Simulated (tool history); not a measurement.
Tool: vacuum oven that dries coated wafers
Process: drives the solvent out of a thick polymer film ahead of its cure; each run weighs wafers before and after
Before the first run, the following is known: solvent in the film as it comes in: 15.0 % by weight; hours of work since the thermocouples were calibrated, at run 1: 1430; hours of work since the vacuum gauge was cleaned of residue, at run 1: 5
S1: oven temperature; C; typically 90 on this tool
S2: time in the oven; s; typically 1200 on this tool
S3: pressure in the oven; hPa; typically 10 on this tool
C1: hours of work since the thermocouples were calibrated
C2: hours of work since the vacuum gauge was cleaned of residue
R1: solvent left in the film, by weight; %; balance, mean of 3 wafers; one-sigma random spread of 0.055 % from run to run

run   hour   S1    S2    S3    C1   C2    R1
  1      0   90  1200    10  1430    5  2.75
  2   14.3   90  1200    10  1438   13  2.76
  3     24   90  1200    10  1444   19  2.77
  4   33.4   78  1200    10  1449   24  6.44
  5   46.2   85  1200    10  1457   32   4.3
  6   59.6   90  1200    10  1465   40  2.83
  7   77.6   90  1740    10  1475   50  1.65
  8   96.9   90  1200    10  1486   61   2.9
  9  107.6   90  1200    10  1493   68  2.92
 10  125.4  101  1200    10  1503   78  0.75
 11    140  101  1200    10  1512   87  0.83
 12  153.2  101  1200    10  1519   94  0.78
 13  168.8  101  1200    10  1529  104  0.77
 14  179.3  101  1200    10  1535  110  0.77
 15  197.8   90  1200  26.1  1546  121   3.6
 16  206.8   90  1200  26.1  1551  126  3.67
 17  214.8   90  1200  26.1  1556  131  3.62
 18  224.1   90  1200   6.7  1561  136  2.72
 19  238.6   90  1200   6.7  1569  144  2.79
 20  252.7   90  1200  20.8  1578  153  3.38
 21  268.6   90  1620   6.5  1587  162   1.7
 22  278.8   90  1140  30.1  1593  168  4.07
 23  291.6   90  1080    10  1600  175  3.28
 24  299.9   79  1080  12.3  1605  180  6.84
 25  315.8   79  1080  12.3  1615  190  6.79

Run 26 comes next. What will it give?
 26  328.6  100  1140  7.8  1622  197   ?

{"run 26": {"R1": 0.9}}
Minus the tool's unlogged condition, the same run would have read R1 0.67 %.

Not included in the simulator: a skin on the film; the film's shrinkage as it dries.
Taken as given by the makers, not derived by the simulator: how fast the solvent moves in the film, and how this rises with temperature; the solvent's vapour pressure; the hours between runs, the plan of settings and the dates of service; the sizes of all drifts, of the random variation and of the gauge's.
